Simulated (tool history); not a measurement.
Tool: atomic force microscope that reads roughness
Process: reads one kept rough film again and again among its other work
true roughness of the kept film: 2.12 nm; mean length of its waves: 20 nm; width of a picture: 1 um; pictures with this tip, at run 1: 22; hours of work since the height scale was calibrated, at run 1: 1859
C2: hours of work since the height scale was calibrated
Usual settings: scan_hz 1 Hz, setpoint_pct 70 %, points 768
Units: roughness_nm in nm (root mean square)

{"run": 1, "hour": 0.0, "scan_hz": 1, "setpoint_pct": 70, "points": 768, "pictures with this tip": 22, "C2": 1859, "roughness_nm": 1.639}
{"hour": 12.3, "done": "height scale calibrated on a step standard"}
{"run": 2, "hour": 30.6, "scan_hz": 1, "setpoint_pct": 70, "points": 387, "pictures with this tip": 98, "C2": 14, "roughness_nm": 1.484}
{"run": 3, "hour": 75.0, "scan_hz": 1, "setpoint_pct": 70, "points": 387, "pictures with this tip": 212, "C2": 49, "roughness_nm": 1.302}
{"hour": 81.4, "done": "new tip fitted"}
{"run": 4, "hour": 119.9, "scan_hz": 1, "setpoint_pct": 70, "points": 445, "pictures with this tip": 99, "C2": 84, "roughness_nm": 1.47}
{"hour": 171.7, "done": "new tip fitted"}
{"run": 5, "hour": 189.9, "scan_hz": 1, "setpoint_pct": 70, "points": 445, "pictures with this tip": 47, "C2": 139, "roughness_nm": 1.586}
{"run": 6, "hour": 229.6, "scan_hz": 1, "setpoint_pct": 85, "points": 768, "pictures with this tip": 149, "C2": 170, "roughness_nm": 1.366}
{"hour": 262.3, "done": "new tip fitted"}
{"run": 7, "hour": 286.3, "scan_hz": 1, "setpoint_pct": 85, "points": 768, "pictures with this tip": 62, "C2": 215, "roughness_nm": 1.515}
{"run": 8, "hour": 323.3, "scan_hz": 1, "setpoint_pct": 85, "points": 768, "pictures with this tip": 157, "C2": 244, "roughness_nm": 1.359}
{"hour": 351.2, "done": "new tip fitted"}
{"run": 9, "hour": 389.1, "scan_hz": 1, "setpoint_pct": 85, "points": 768, "pictures with this tip": 97, "C2": 295, "roughness_nm": 1.444}
{"run": 10, "hour": 428.9, "scan_hz": 1, "setpoint_pct": 81, "points": 768, "pictures with this tip": 199, "C2": 326, "roughness_nm": 1.302}
{"hour": 440.0, "done": "new tip fitted"}
{"run": 11, "hour": 498.4, "scan_hz": 3.84, "setpoint_pct": 81, "points": 768, "pictures with this tip": 150, "C2": 381, "roughness_nm": 1.235}
{"hour": 529.5, "done": "new tip fitted"}
{"run": 12, "hour": 550.4, "scan_hz": 3.84, "setpoint_pct": 81, "points": 768, "pictures with this tip": 53, "C2": 421, "roughness_nm": 1.386}
{"hour": 621.7, "done": "new tip fitted"}
{"run": 13, "hour": 621.8, "scan_hz": 1, "setpoint_pct": 70, "points": 768, "pictures with this tip": 0, "C2": 477, "roughness_nm": 1.679}
{"run": 14, "hour": 685.3, "scan_hz": 1, "setpoint_pct": 70, "points": 768, "pictures with this tip": 163, "C2": 527, "roughness_nm": 1.391}
{"hour": 711.5, "done": "new tip fitted"}
{"run": 15, "hour": 737.9, "scan_hz": 1, "setpoint_pct": 70, "points": 601, "pictures with this tip": 67, "C2": 568, "roughness_nm": 1.539}
{"run": 16, "hour": 770.7, "scan_hz": 1, "setpoint_pct": 70, "points": 601, "pictures with this tip": 152, "C2": 594, "roughness_nm": 1.401}
{"hour": 801.7, "done": "new tip fitted"}
{"run": 17, "hour": 801.7, "scan_hz": 2.91, "setpoint_pct": 80, "points": 295, "pictures with this tip": 0, "C2": 618, "roughness_nm": 1.514}
{"run": 18, "hour": 850.8, "scan_hz": 0.98, "setpoint_pct": 82, "points": 295, "pictures with this tip": 126, "C2": 657, "roughness_nm": 1.36}
{"hour": 891.4, "done": "new tip fitted"}
{"run": 19, "hour": 909.2, "scan_hz": 0.72, "setpoint_pct": 65, "points": 427, "pictures with this tip": 45, "C2": 702, "roughness_nm": 1.593}
{"run": 20, "hour": 946.4, "scan_hz": 0.72, "setpoint_pct": 65, "points": 427, "pictures with this tip": 141, "C2": 731, "roughness_nm": 1.381}
{"hour": 980.5, "done": "new tip fitted"}
{"run": 21, "hour": 984.9, "scan_hz": 0.72, "setpoint_pct": 55, "points": 562, "pictures with this tip": 11, "C2": 761, "roughness_nm": 1.671}
{"run": 22, "hour": 1036.7, "scan_hz": 0.72, "setpoint_pct": 55, "points": 562, "pictures with this tip": 144, "C2": 802, "roughness_nm": 1.409}
{"hour": 1068.8, "done": "new tip fitted"}
{"run": 23, "hour": 1087.6, "scan_hz": 1.86, "setpoint_pct": 75, "points": 562, "pictures with this tip": 48, "C2": 842, "roughness_nm": 1.506}
{"run": 24, "hour": 1128.2, "scan_hz": 0.64, "setpoint_pct": 87, "points": 779, "pictures with this tip": 153, "C2": 874, "roughness_nm": 1.331}

Run 25 comes next. What will it give?
{"hour": 1156.7, "done": "new tip fitted"}
{"run": 25, "hour": 1174.4, "scan_hz": 1.25, "setpoint_pct": 59, "points": 632, "pictures with this tip": 46, "C2": 910, "roughness_nm": "?"}

Run 25 gave roughness_nm 1.581 nm (root mean square).
Without the tool's hidden state the same run would have given roughness_nm 1.717 nm (root mean square).
